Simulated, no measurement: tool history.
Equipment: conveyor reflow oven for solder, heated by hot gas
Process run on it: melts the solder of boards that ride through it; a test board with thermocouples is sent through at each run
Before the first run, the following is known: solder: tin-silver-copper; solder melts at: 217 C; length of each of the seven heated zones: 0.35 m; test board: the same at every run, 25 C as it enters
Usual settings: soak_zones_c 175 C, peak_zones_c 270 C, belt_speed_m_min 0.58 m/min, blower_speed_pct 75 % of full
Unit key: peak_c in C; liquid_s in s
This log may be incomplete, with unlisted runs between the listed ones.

run     day  soak_zones_c  peak_zones_c  belt_speed_m_min  blower_speed_pct  peak_c  liquid_s
  1       0           175           270              0.58                75   261.2      61.9
  2   1.425           175           270              0.58                75     261      62.3
  3   2.867           175           270              0.58                75   261.3      61.4
  4    5.55           175           270              0.58                75   259.9      61.8
  5   7.217           175           270              0.58                75   261.5      61.6
  6   8.833           175           270              0.58                59   257.5      59.1
  7  11.575           175           270              0.58                59   257.7      58.7
  8   13.15           175           259              0.58                75     250      56.1
  9  14.962           175           259              0.58                75   250.2      55.8
 10  16.446           175           270              0.58                75   260.5      61.7
 11  19.267           175           270              0.58                75   260.7      61.4
 12  22.038           185           275             0.686                59   257.4      51.9
 13  23.867           185           275             0.686                59   257.5      52.1
 14   25.85           175           270             0.489                78   264.9      75.9
 15  28.392           177           270             0.496                78   264.2      75.6
 16  29.783           175           278              0.58                81   267.6      65.3
 17  31.046           165           262             0.567                63     250      52.2
 18  33.508           165           273             0.579                63   258.6      56.5
 19  35.429           165           273             0.579                63   258.2      56.9
     35.983  -- flux residue cleaned out of gas plates and filters
 20  37.725           165           278             0.581                89   272.2      65.4
 21  39.683           178           285             0.605                77   277.2      66.1
 22  41.779           178           285             0.605                77   277.2      67.3

3 options for the next run, each taken on its own from the tool as it stands now. Forecast them:
  A  44.242           178           275             0.605                79       ?         ?
  B  44.242           166           270              0.58                53       ?         ?
  C  44.242           178           259             0.605                77       ?         ?

run  peak_c  liquid_s
  A   268.1      63.7
  B   256.3      55.6
  C   252.1        56
What these runs would have given with no unlogged condition in the tool:
run  peak_c  liquid_s
  A     266      61.7
  B   254.1      53.1
  C   250.1      53.8

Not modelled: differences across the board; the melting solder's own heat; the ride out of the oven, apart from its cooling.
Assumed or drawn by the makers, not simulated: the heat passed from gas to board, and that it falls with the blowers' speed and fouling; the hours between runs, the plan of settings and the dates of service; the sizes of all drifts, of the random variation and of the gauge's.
